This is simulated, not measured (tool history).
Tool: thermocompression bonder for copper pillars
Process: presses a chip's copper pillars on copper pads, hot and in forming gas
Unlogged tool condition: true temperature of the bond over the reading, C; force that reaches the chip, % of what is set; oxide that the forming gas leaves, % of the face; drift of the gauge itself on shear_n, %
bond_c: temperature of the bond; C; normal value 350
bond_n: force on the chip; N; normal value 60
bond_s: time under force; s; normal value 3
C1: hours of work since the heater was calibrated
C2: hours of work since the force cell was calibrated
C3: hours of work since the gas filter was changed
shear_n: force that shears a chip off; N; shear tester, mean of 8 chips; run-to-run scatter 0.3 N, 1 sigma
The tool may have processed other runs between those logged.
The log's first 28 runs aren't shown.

run 29 hour=1717.3 | bond_c=369 bond_n=55 bond_s=7 | C1=389 C2=235 C3=259 | shear_n=60.9
run 30 hour=1799.3 | bond_c=328 bond_n=38 bond_s=5 | C1=426 C2=273 C3=296 | shear_n=24.8
run 31 hour=1845.1 | bond_c=347 bond_n=37 bond_s=5 | C1=447 C2=293 C3=317 | shear_n=31
run 32 hour=1903.6 | bond_c=347 bond_n=37 bond_s=5 | C1=473 C2=320 C3=344 | shear_n=30.8
run 33 hour=1988.6 | bond_c=347 bond_n=37 bond_s=4 | C1=512 C2=358 C3=382 | shear_n=28.2
-- hour=2041.5 forming gas filter changed
run 34 hour=2070.5 | bond_c=347 bond_n=37 bond_s=4 | C1=549 C2=395 C3=13 | shear_n=29.9
run 35 hour=2132 | bond_c=356 bond_n=57 bond_s=3 | C1=576 C2=423 C3=41 | shear_n=43.6
run 36 hour=2218.6 | bond_c=356 bond_n=57 bond_s=3 | C1=616 C2=462 C3=80 | shear_n=43.4
run 37 hour=2264.8 | bond_c=360 bond_n=69 bond_s=4 | C1=636 C2=483 C3=101 | shear_n=58.3
run 38 hour=2315.7 | bond_c=360 bond_n=69 bond_s=4 | C1=659 C2=506 C3=124 | shear_n=58.2
run 39 hour=2400.1 | bond_c=341 bond_n=69 bond_s=3 | C1=698 C2=544 C3=162 | shear_n=42.6

4 options for the next run, each taken on its own from the tool as it stands now. Forecast them:
run A hour=2446.5 | bond_c=350 bond_n=89 bond_s=3 | C1=719 C2=565 C3=183 | shear_n=?
run B hour=2446.5 | bond_c=320 bond_n=39 bond_s=3 | C1=719 C2=565 C3=183 | shear_n=?
run C hour=2446.5 | bond_c=338 bond_n=71 bond_s=3 | C1=719 C2=565 C3=183 | shear_n=?
run D hour=2446.5 | bond_c=343 bond_n=48 bond_s=6 | C1=719 C2=565 C3=183 | shear_n=?

run=A shear_n=56.9
run=B shear_n=18.8
run=C shear_n=42.4
run=D shear_n=42.8
The same runs, with their run-to-run variation unchanged, on a tool lacking any hidden condition would have given:
run=A shear_n=52.1
run=B shear_n=16.2
run=C shear_n=37.8
run=D shear_n=38.3
